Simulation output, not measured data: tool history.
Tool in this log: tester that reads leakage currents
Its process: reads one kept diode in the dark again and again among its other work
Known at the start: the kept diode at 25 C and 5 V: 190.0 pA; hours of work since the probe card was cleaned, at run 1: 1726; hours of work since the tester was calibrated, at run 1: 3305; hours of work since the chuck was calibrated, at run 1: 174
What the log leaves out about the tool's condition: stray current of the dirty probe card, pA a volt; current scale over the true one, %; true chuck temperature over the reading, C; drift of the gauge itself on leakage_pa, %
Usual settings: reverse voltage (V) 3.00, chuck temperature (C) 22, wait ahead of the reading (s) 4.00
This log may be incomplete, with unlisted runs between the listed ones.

run     day  reverse voltage (V)  chuck temperature (C)  wait ahead of the reading (s)  hours of work since the probe card was cleaned  hours of work since the tester was calibrated  hours of work since the chuck was calibrated  current that the tester gives (pA)
  1   0.000                 3.00                     22                           4.00                                            1726                                           3305                                           174                              109.48
  2   8.621                 3.00                     22                           4.00                                            1845                                           3423                                           292                              108.07
  3  17.342                 3.00                     22                           4.00                                            1964                                           3543                                           412                              105.05
  4  24.808                 3.00                     27                           4.00                                            2067                                           3646                                           514                              159.36
  5  34.783                 3.00                     27                           4.00                                            2204                                           3783                                           651                              155.81
  6  40.550                 3.00                     22                           5.09                                            2283                                           3862                                           730                               98.92
  7  45.371                 3.00                     22                           5.09                                            2349                                           3928                                           797                               97.54
  8  50.008                 3.00                     22                           5.09                                            2413                                           3992                                           860                               96.81
  9  54.362                 3.00                     22                           5.09                                            2473                                           4051                                           920                               95.90
 10  58.712                14.71                     22                           3.18                                            2532                                           4111                                           980                              232.85
     63.646  -- chuck's temperature calibrated
 11  66.992                14.71                     22                           3.18                                            2645                                           4224                                            46                              282.42
 12  73.542                 3.69                     22                           3.18                                            2735                                           4314                                           136                              127.84
 13  79.571                11.07                     24                           1.53                                            2818                                           4396                                           219                              277.97
 14  85.879                 1.53                     43                           8.99                                            2904                                           4483                                           305                              446.19
     90.146  -- tester calibrated
 15  94.221                 3.00                     22                           5.03                                            3018                                             56                                           419                              107.09
     99.029  -- probe card cleaned and baked
 16  99.029                 3.00                     22                           5.03                                               0                                            120                                           483                              100.28

Had the tool no unlogged condition, and each run kept its random variation, what would the results have been?
run  current that the tester gives (pA)
  1                              110.24
  2                              111.17
  3                              110.54
  4                              172.52
  5                              173.04
  6                              110.56
  7                              110.43
  8                              110.71
  9                              111.03
 10                              259.47
 11                              259.34
 12                              123.79
 13                              268.22
 14                              462.93
 15                              110.71
 16                              110.36
